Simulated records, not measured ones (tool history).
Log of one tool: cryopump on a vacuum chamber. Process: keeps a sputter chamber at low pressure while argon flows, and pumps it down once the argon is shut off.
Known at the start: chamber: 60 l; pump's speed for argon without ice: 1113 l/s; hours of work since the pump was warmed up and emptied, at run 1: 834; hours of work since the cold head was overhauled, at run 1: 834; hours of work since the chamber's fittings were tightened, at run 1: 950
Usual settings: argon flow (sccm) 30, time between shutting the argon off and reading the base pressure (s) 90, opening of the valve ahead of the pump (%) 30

| run | hour | argon flow (sccm) | time between shutting the argon off and reading the base pressure (s) | opening of the valve ahead of the pump (%) | hours of work since the pump was warmed up and emptied | hours of work since the cold head was overhauled | hours of work since the chamber's fittings were tightened | pressure while argon flows (Pa) | pressure after the wait (uPa) |
|---|---|---|---|---|---|---|---|---|---|
| 1 | 0 | 30 | 90 | 30 | 834 | 834 | 950 | 0.1697 | 4.13 |
| 2 | 25.4 | 30 | 90 | 30 | 856 | 856 | 972 | 0.1703 | 4.31 |
| 3 | 45.5 | 30 | 90 | 30 | 874 | 874 | 990 | 0.1707 | 4.17 |
| 4 | 65.6 | 30 | 90 | 30 | 892 | 892 | 1008 | 0.171 | 4.36 |
| 5 | 82.4 | 30 | 90 | 30 | 907 | 907 | 1022 | 0.1725 | 4.47 |
| 6 | 110.2 | 13 | 90 | 30 | 931 | 931 | 1047 | 0.0736 | 4.45 |
| 7 | 128.2 | 13 | 90 | 30 | 947 | 947 | 1063 | 0.0748 | 4.57 |
| 8 | 148 | 13 | 90 | 30 | 965 | 965 | 1080 | 0.074 | 4.75 |
| 9 | 177.8 | 13 | 90 | 30 | 991 | 991 | 1107 | 0.0753 | 4.76 |
| 10 | 192.8 | 30 | 90 | 30 | 1004 | 1004 | 1120 | 0.1756 | 4.67 |
| 11 | 211.6 | 30 | 90 | 30 | 1021 | 1021 | 1136 | 0.1747 | 4.95 |
| 12 | 242.3 | 30 | 49 | 30 | 1048 | 1048 | 1164 | 0.1745 | 6.06 |
|  | 266 | pump warmed up, emptied and cooled again |
| 13 | 269.3 | 17 | 49 | 30 | 3 | 1067 | 1183 | 0.0861 | 4.93 |
| 14 | 290.6 | 30 | 118 | 30 | 22 | 1086 | 1202 | 0.1543 | 3.53 |
| 15 | 307 | 58 | 90 | 30 | 36 | 1101 | 1216 | 0.2982 | 3.83 |
| 16 | 338.4 | 58 | 90 | 30 | 64 | 1128 | 1244 | 0.2957 | 4 |
| 17 | 360 | 30 | 90 | 30 | 83 | 1147 | 1263 | 0.1532 | 4.07 |
| 18 | 387.8 | 27 | 90 | 30 | 107 | 1172 | 1288 | 0.1396 | 4.05 |
| 19 | 415.2 | 27 | 90 | 30 | 132 | 1196 | 1312 | 0.1391 | 4.19 |
| 20 | 436.7 | 15 | 23 | 31 | 151 | 1215 | 1331 | 0.074 | 7.84 |
| 21 | 450.2 | 40 | 166 | 29 | 162 | 1227 | 1343 | 0.214 | 3.58 |
| 22 | 477.3 | 16 | 51 | 40 | 186 | 1251 | 1367 | 0.0623 | 5.35 |
| 23 | 494.7 | 16 | 51 | 40 | 202 | 1266 | 1382 | 0.0625 | 5.36 |
| 24 | 523.2 | 25 | 141 | 30 | 227 | 1291 | 1407 | 0.1298 | 3.93 |
| 25 | 547.2 | 25 | 141 | 30 | 248 | 1313 | 1428 | 0.1304 | 4.06 |
| 26 | 577.5 | 12 | 90 | 45 | 275 | 1339 | 1455 | 0.0431 | 4.65 |
| 27 | 604.1 | 26 | 193 | 17 | 298 | 1363 | 1478 | 0.2366 | 4.02 |
| 28 | 626.5 | 38 | 54 | 21 | 318 | 1382 | 1498 | 0.2839 | 5.74 |
| 29 | 659.1 | 38 | 54 | 21 | 347 | 1411 | 1527 | 0.283 | 5.65 |
| 30 | 673.4 | 60 | 286 | 22 | 359 | 1424 | 1540 | 0.4298 | 4.08 |
| 31 | 688.1 | 20 | 53 | 30 | 372 | 1437 | 1553 | 0.1059 | 5.8 |
| 32 | 702.6 | 20 | 53 | 30 | 385 | 1450 | 1565 | 0.1056 | 5.94 |
| 33 | 722.2 | 16 | 233 | 18 | 402 | 1467 | 1583 | 0.1394 | 4.18 |

Hidden state or all else? Some run-to-run changes of pressure while argon flows (Pa), split into what the settings, what came in and random variation would give without the hidden state, and what is left for the hidden state (with any gauge scatter that isn't in both results):
The hidden state here: pump's speed, % of a pump's without ice; cold plate's temperature, K; leak into the chamber, uPa l/s; drift of the gauge itself on working_pa, %; drift of the gauge itself on base_upa, %.
Run 5 -> 6: argon flow (sccm) 30 -> 13. pressure while argon flows (Pa) -0.0989: hidden state -0.011, all else -0.0879.
Run 9 -> 10: argon flow (sccm) 13 -> 30. pressure while argon flows (Pa) +0.1003: hidden state +0.0132, all else +0.0871.
Run 12 -> 13: argon flow (sccm) 30 -> 17, pump warmed up, emptied and cooled again. pressure while argon flows (Pa) -0.0884: hidden state -0.0237, all else -0.0647.
Run 21 -> 22: argon flow (sccm) 40 -> 16, time between shutting the argon off and reading the base pressure (s) 166 -> 51, opening of the valve ahead of the pump (%) 29 -> 40. pressure while argon flows (Pa) -0.1517: hidden state -0.0025, all else -0.1492.
Run 26 -> 27: argon flow (sccm) 12 -> 26, time between shutting the argon off and reading the base pressure (s) 90 -> 193, opening of the valve ahead of the pump (%) 45 -> 17. pressure while argon flows (Pa) +0.1935: hidden state +0.0027, all else +0.1908.
Run 30 -> 31: argon flow (sccm) 60 -> 20, time between shutting the argon off and reading the base pressure (s) 286 -> 53, opening of the valve ahead of the pump (%) 22 -> 30. pressure while argon flows (Pa) -0.3239: hidden state -0.009, all else -0.3149.
